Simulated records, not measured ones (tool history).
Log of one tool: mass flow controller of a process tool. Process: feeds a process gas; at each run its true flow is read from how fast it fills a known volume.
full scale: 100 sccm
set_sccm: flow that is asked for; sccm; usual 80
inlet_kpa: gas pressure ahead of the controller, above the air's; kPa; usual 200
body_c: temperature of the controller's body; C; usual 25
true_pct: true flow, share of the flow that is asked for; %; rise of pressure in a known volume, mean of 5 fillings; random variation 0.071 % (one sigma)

{"run": 1, "hour": 0.0, "set_sccm": 80, "inlet_kpa": 200, "body_c": 25, "true_pct": 101.53}
{"run": 2, "hour": 457.3, "set_sccm": 80, "inlet_kpa": 200, "body_c": 25, "true_pct": 101.61}
{"run": 3, "hour": 963.5, "set_sccm": 80, "inlet_kpa": 200, "body_c": 25, "true_pct": 101.57}
{"run": 4, "hour": 1524.5, "set_sccm": 80, "inlet_kpa": 200, "body_c": 25, "true_pct": 101.93}
{"run": 5, "hour": 2015.4, "set_sccm": 80, "inlet_kpa": 200, "body_c": 25, "true_pct": 101.89}
{"run": 6, "hour": 2605.9, "set_sccm": 80, "inlet_kpa": 264, "body_c": 25, "true_pct": 102.3}
{"run": 7, "hour": 2861.2, "set_sccm": 80, "inlet_kpa": 243, "body_c": 25, "true_pct": 102.27}
{"run": 8, "hour": 3372.7, "set_sccm": 80, "inlet_kpa": 200, "body_c": 38, "true_pct": 101.45}
{"run": 9, "hour": 3689.2, "set_sccm": 80, "inlet_kpa": 200, "body_c": 38, "true_pct": 101.52}

Forecast run 10:
{"run": 10, "hour": 4234.2, "set_sccm": 80, "inlet_kpa": 143, "body_c": 25, "true_pct": "?"}

{"run 10": {"true_pct": 101.87}}
Without the tool's hidden state the same run would have given true_pct 99.04 %.

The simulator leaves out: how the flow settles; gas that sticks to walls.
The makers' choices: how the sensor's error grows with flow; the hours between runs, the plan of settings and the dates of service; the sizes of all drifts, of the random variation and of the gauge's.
